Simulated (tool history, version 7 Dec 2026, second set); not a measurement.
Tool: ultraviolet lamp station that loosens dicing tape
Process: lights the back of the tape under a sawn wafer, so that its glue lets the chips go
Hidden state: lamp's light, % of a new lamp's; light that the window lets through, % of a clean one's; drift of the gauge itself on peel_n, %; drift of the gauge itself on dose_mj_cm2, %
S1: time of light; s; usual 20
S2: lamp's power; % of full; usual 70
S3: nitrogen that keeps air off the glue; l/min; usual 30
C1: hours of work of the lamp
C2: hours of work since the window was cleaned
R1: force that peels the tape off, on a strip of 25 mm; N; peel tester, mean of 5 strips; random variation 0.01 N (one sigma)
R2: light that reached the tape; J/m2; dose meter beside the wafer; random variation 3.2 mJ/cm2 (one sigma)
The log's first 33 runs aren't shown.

{"run": 34, "hour": 238.3, "S1": 32, "S2": 88, "S3": 30, "C1": 326, "C2": 124, "R1": 0.243, "R2": 9130}
{"run": 35, "hour": 248.0, "S1": 32, "S2": 88, "S3": 30, "C1": 331, "C2": 129, "R1": 0.235, "R2": 9000}
{"run": 36, "hour": 257.1, "S1": 23, "S2": 62, "S3": 30, "C1": 336, "C2": 134, "R1": 0.535, "R2": 4600}
{"run": 37, "hour": 267.9, "S1": 23, "S2": 62, "S3": 30, "C1": 341, "C2": 139, "R1": 0.543, "R2": 4530}
{"run": 38, "hour": 276.4, "S1": 22, "S2": 70, "S3": 26, "C1": 346, "C2": 144, "R1": 0.492, "R2": 4880}
{"run": 39, "hour": 281.9, "S1": 10, "S2": 70, "S3": 35, "C1": 348, "C2": 146, "R1": 1.384, "R2": 2220}
{"run": 40, "hour": 291.5, "S1": 34, "S2": 70, "S3": 35, "C1": 353, "C2": 152, "R1": 0.26, "R2": 7470}
{"run": 41, "hour": 297.3, "S1": 20, "S2": 70, "S3": 16, "C1": 357, "C2": 155, "R1": 0.752, "R2": 4450}
{"run": 42, "hour": 306.9, "S1": 24, "S2": 97, "S3": 30, "C1": 361, "C2": 159, "R1": 0.285, "R2": 7390}
{"run": 43, "hour": 317.3, "S1": 37, "S2": 81, "S3": 20, "C1": 367, "C2": 165, "R1": 0.253, "R2": 9350}

4 ways to go on from here, each from the tool as it stands after run 43. What would each give?
{"run": "A", "hour": 323.2, "S1": 30, "S2": 64, "S3": 50, "C1": 370, "C2": 168, "R1": "?", "R2": "?"}
{"run": "B", "hour": 323.2, "S1": 16, "S2": 81, "S3": 28, "C1": 370, "C2": 168, "R1": "?", "R2": "?"}
{"run": "C", "hour": 323.2, "S1": 12, "S2": 81, "S3": 30, "C1": 370, "C2": 168, "R1": "?", "R2": "?"}
{"run": "D", "hour": 323.2, "S1": 14, "S2": 70, "S3": 10, "C1": 370, "C2": 168, "R1": "?", "R2": "?"}

run=A R1=0.303 R2=6010
run=B R1=0.637 R2=3990
run=C R1=1.004 R2=3060
run=D R1=1.469 R2=3070
Without the tool's hidden state the same runs would have given:
run=A R1=0.261 R2=7040
run=B R1=0.496 R2=4680
run=C R1=0.798 R2=3580
run=D R1=1.226 R2=3600
